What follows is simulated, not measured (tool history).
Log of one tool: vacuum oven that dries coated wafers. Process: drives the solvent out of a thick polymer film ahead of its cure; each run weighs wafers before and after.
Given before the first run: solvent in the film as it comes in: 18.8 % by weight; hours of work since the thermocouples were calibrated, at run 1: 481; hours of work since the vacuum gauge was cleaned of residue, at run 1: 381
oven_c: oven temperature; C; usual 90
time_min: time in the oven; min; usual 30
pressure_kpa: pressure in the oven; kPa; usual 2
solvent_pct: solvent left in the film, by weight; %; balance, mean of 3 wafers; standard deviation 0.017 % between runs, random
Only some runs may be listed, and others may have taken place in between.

run,hour,oven_c,time_min,pressure_kpa,hours of work since the thermocouples were calibrated,hours of work since the vacuum gauge was cleaned of residue,solvent_pct
1,0,90,30,2,481,381,1.93
2,13.4,90,30,6.24,491,391,4.16
3,19.1,90,30,2.41,495,396,2.2
4,29,90,30,2.41,503,403,2.2
5,35.4,101,30,2.41,507,408,1.01
6,41.7,90,30,2,512,413,1.99
7,51.7,90,30,2,520,420,1.98
8,64.2,90,30,2,529,430,1.96
9,70.9,90,30,2,534,435,1.97
10,82.4,90,18,2,543,443,3.66
11,88.2,100,30,2,547,448,0.91
12,97.4,100,30,2,554,455,0.93
13,107.4,100,30,2,562,462,0.94
14,119.3,100,30,2,571,471,0.93
15,129.8,100,30,2,579,479,0.92
16,140.9,100,30,2,587,487,0.93
17,148.6,90,17,2,593,493,3.89
18,159.3,90,30,1.01,601,501,1.46
19,173,90,30,2,611,511,1.96
20,179.1,90,23,2,616,516,2.73
# hour 182.1: oven's thermocouples calibrated
21,195.2,90,30,2,10,527,1.9
# hour 203.7: oven's thermocouples calibrated, once more
22,210.4,90,30,2,5,537,2.2
23,219.9,90,30,2,12,544,2.18
24,228,89,39,3.72,18,550,2.8
25,236.9,89,39,3.72,25,557,2.77
26,247.3,89,39,3.72,33,564,2.76
27,259.1,89,39,3.72,42,573,2.81
28,268.8,89,39,3.72,49,581,2.8
29,274.9,83,34,3.58,54,585,4.41
30,284.1,101,34,7.73,61,592,3.1
31,294.6,90,22,5.35,68,600,4.87
32,307.1,86,30,2,78,609,3.05
33,321,86,30,2,88,620,3.05
34,327.4,86,30,2,93,625,3.04
35,339,93,38,6.67,102,633,3.74
36,347.9,93,38,6.67,109,640,3.72
37,358.6,93,38,6.67,117,648,3.73
38,364.8,90,30,1.13,121,653,1.75
39,372.9,77,30,1.36,127,659,5.25
40,382.6,77,30,1.36,135,666,5.26
41,392.9,94,45,2.09,142,674,1.22
42,402.9,89,24,2.97,150,682,3.63
43,415.8,86,17,1.5,160,691,5.25
44,425.5,86,17,1.5,167,699,5.24
45,434.9,86,17,1.5,174,706,5.26
46,448.7,90,32,3.98,184,716,3.13

5 options for the next run, each taken on its own from the tool as it stands now. Forecast them:
A,454.9,76,32,3.98,189,721,?
B,454.9,90,30,2.25,189,721,?
C,454.9,90,47,2,189,721,?
D,454.9,94,19,7.55,189,721,?
E,454.9,83,47,4.08,189,721,?

run,solvent_pct
A,7.36
B,2.35
C,1.5
D,5.2
E,3.93
Without the tool's unlogged condition, the same runs would have read:
run,solvent_pct
A,7.03
B,2.15
C,1.31
D,5
E,3.67

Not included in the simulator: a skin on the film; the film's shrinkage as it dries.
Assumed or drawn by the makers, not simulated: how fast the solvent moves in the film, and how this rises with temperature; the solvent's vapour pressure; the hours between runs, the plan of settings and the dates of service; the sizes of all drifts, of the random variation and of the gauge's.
